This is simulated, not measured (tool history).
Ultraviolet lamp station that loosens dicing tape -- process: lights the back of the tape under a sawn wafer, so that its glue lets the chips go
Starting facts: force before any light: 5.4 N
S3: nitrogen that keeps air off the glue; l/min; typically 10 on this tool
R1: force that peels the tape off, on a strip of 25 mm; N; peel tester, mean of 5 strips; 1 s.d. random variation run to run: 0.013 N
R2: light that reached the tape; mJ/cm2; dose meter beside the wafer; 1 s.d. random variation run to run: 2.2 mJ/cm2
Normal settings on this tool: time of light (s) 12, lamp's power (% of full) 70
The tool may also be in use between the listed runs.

Run 1, day 0: usual settings. Result: R1 0.724 N, R2 161 mJ/cm2.
Run 2, day 2.1: usual settings. Result: R1 0.781 N, R2 157 mJ/cm2.
Run 3, day 5.704: usual settings. Result: R1 0.91 N, R2 142 mJ/cm2.
Run 4, day 7.767: usual settings. Result: R1 0.936 N, R2 139 mJ/cm2.
Run 5, day 10.488: usual settings. Result: R1 0.672 N, R2 169 mJ/cm2.
Run 6, day 14.525: usual settings but time of light (s) 15. Result: R1 0.459 N, R2 204 mJ/cm2.
Run 7, day 17.725: usual settings but lamp's power (% of full) 86. Result: R1 0.537 N, R2 195 mJ/cm2.
Run 8, day 20.696: usual settings but lamp's power (% of full) 86, S3 11 l/min. Result: R1 0.526 N, R2 187 mJ/cm2.
Run 9, day 23.733: usual settings but lamp's power (% of full) 86, S3 11 l/min. Result: R1 0.562 N, R2 180 mJ/cm2.
Run 10, day 26.954: usual settings. Result: R1 0.922 N, R2 138 mJ/cm2.
Run 11, day 29.112: usual settings but time of light (s) 7. Result: R1 1.676 N, R2 90 mJ/cm2.
Run 12, day 31.2: usual settings but lamp's power (% of full) 63. Result: R1 0.978 N, R2 134 mJ/cm2.
Run 13, day 34.817: usual settings. Result: R1 0.861 N, R2 148 mJ/cm2.
Run 14, day 37.917: usual settings. Result: R1 0.946 N, R2 140 mJ/cm2.
Run 15, day 39.917: usual settings. Result: R1 1.003 N, R2 136 mJ/cm2.
Run 16, day 41.812: usual settings but lamp's power (% of full) 77. Result: R1 0.909 N, R2 145 mJ/cm2.
Run 17, day 44.792: usual settings but S3 3 l/min. Result: R1 2.049 N, R2 123 mJ/cm2.
Run 18, day 47.275: usual settings. Result: R1 0.967 N, R2 140 mJ/cm2.
Run 19, day 49.662: usual settings. Result: R1 0.988 N, R2 138 mJ/cm2.
Run 20, day 52.204: usual settings but lamp's power (% of full) 96. Result: R1 0.588 N, R2 180 mJ/cm2.
Run 21, day 56.396: usual settings but lamp's power (% of full) 96. Result: R1 0.653 N, R2 172 mJ/cm2.
Run 22, day 59.467: usual settings but lamp's power (% of full) 74, S3 12 l/min. Result: R1 1.017 N, R2 129 mJ/cm2.
Run 23, day 63.479: usual settings but lamp's power (% of full) 74, S3 12 l/min. Result: R1 1.084 N, R2 120 mJ/cm2.
Run 24, day 67.129: usual settings but time of light (s) 10, lamp's power (% of full) 72. Result: R1 1.436 N, R2 102 mJ/cm2.
Run 25, day 70.617: usual settings but time of light (s) 10, lamp's power (% of full) 82, S3 14 l/min. Result: R1 1.106 N, R2 112 mJ/cm2.
Run 26, day 74.271: usual settings but lamp's power (% of full) 92, S3 8 l/min. Result: R1 1.017 N, R2 141 mJ/cm2.
Run 27, day 76.938: usual settings but lamp's power (% of full) 92, S3 8 l/min. Result: R1 1.077 N, R2 138 mJ/cm2.
Run 28, day 80.375: usual settings but time of light (s) 9, lamp's power (% of full) 79, S3 8 l/min. Result: R1 2.046 N, R2 86 mJ/cm2.
Run 29, day 82.867: usual settings but time of light (s) 9, lamp's power (% of full) 79, S3 8 l/min. Result: R1 1.824 N, R2 95 mJ/cm2.
Run 30, day 84.646: usual settings but time of light (s) 9, lamp's power (% of full) 79, S3 9 l/min. Result: R1 1.762 N, R2 91 mJ/cm2.
Run 31, day 87.183: usual settings but time of light (s) 9, lamp's power (% of full) 79, S3 9 l/min. Result: R1 0.915 N, R2 145 mJ/cm2.
Run 32, day 89.233: usual settings but time of light (s) 8, lamp's power (% of full) 72. Result: R1 1.192 N, R2 115 mJ/cm2.
Run 33, day 91.25: usual settings but time of light (s) 8. Result: R1 1.36 N, R2 111 mJ/cm2.
Run 34, day 93.179: usual settings but time of light (s) 14, lamp's power (% of full) 67. Result: R1 0.568 N, R2 181 mJ/cm2.
Run 35, day 95.325: usual settings but time of light (s) 14, lamp's power (% of full) 67. Result: R1 0.635 N, R2 179 mJ/cm2.
Run 36, day 98.338: usual settings but time of light (s) 10, lamp's power (% of full) 79. Result: R1 0.888 N, R2 140 mJ/cm2.
Run 37, day 102.175: usual settings but time of light (s) 10, lamp's power (% of full) 79. Result: R1 0.809 N, R2 156 mJ/cm2.
Run 38, day 105.838: usual settings but lamp's power (% of full) 91, S3 8 l/min. Result: R1 0.54 N, R2 203 mJ/cm2.
Run 39, day 107.812: usual settings but lamp's power (% of full) 91, S3 8 l/min. Result: R1 0.573 N, R2 202 mJ/cm2.
Run 40, day 110.958: usual settings but lamp's power (% of full) 66, S3 12 l/min. Result: R1 0.837 N, R2 140 mJ/cm2.
Run 41, day 113.029: usual settings but time of light (s) 19, lamp's power (% of full) 73, S3 12 l/min. Result: R1 0.283 N, R2 234 mJ/cm2.
Run 42, day 115.654: usual settings but time of light (s) 19, lamp's power (% of full) 73, S3 12 l/min. Result: R1 0.296 N, R2 228 mJ/cm2.

Not shown here: 8 entries made in the log between runs. Locate each between two listed runs and compare the hidden state at the listed run before it with the hidden state at the listed run after it:
Runs 2 to 3: window cleaned of glue's vapour (day 3.7)
  lamp's light, % of a new lamp's: 97.3 -> 95.7; light that the window lets through, % of a clean one's: 88 -> 82.2
  what was measured, less what the result would be without the hidden state, R1: +0.199 -> +0.322 N; R2: -26 -> -39 mJ/cm2
Runs 4 to 5: window cleaned of glue's vapour, once more (day 10.475)
  lamp's light, % of a new lamp's: 94.8 -> 93.6; light that the window lets through, % of a clean one's: 80.9 -> 99.7
  what was measured, less what the result would be without the hidden state, R1: +0.357 -> +0.086 N; R2: -42 -> -13 mJ/cm2
Runs 10 to 11: window cleaned of glue's vapour (day 28.55)
  lamp's light, % of a new lamp's: 86.5 -> 85.6; light that the window lets through, % of a clean one's: 88.9 -> 99.1
  what was measured, less what the result would be without the hidden state, R1: +0.349 -> +0.303 N; R2: -42 -> -16 mJ/cm2
Runs 17 to 18: window cleaned of glue's vapour (day 46.396)
  lamp's light, % of a new lamp's: 78.4 -> 77.1; light that the window lets through, % of a clean one's: 88.5 -> 99.3
  what was measured, less what the result would be without the hidden state, R1: +0.687 -> +0.373 N; R2: -56 -> -43 mJ/cm2
Runs 23 to 24: window cleaned of glue's vapour (day 64.383)
  lamp's light, % of a new lamp's: 69.7 -> 68.3; light that the window lets through, % of a clean one's: 88.6 -> 97.9
  what was measured, less what the result would be without the hidden state, R1: +0.639 -> +0.659 N; R2: -74 -> -51 mJ/cm2
Runs 28 to 29: window cleaned of glue's vapour (day 82.246)
  lamp's light, % of a new lamp's: 62.2 -> 61.2; light that the window lets through, % of a clean one's: 89.4 -> 99.4
  what was measured, less what the result would be without the hidden state, R1: +1.088 -> +0.888 N; R2: -69 -> -60 mJ/cm2
Runs 30 to 31: lamp changed (day 85.688)
  lamp's light, % of a new lamp's: 60.3 -> 99.2; light that the window lets through, % of a clean one's: 98.1 -> 96.6
  what was measured, less what the result would be without the hidden state, R1: +0.911 -> +0.065 N; R2: -63 -> -6 mJ/cm2
Runs 36 to 37: window cleaned of glue's vapour (day 100.242)
  lamp's light, % of a new lamp's: 94.1 -> 92.4; light that the window lets through, % of a clean one's: 89.1 -> 98.1
  what was measured, less what the result would be without the hidden state, R1: +0.243 -> +0.134 N; R2: -27 -> -16 mJ/cm2
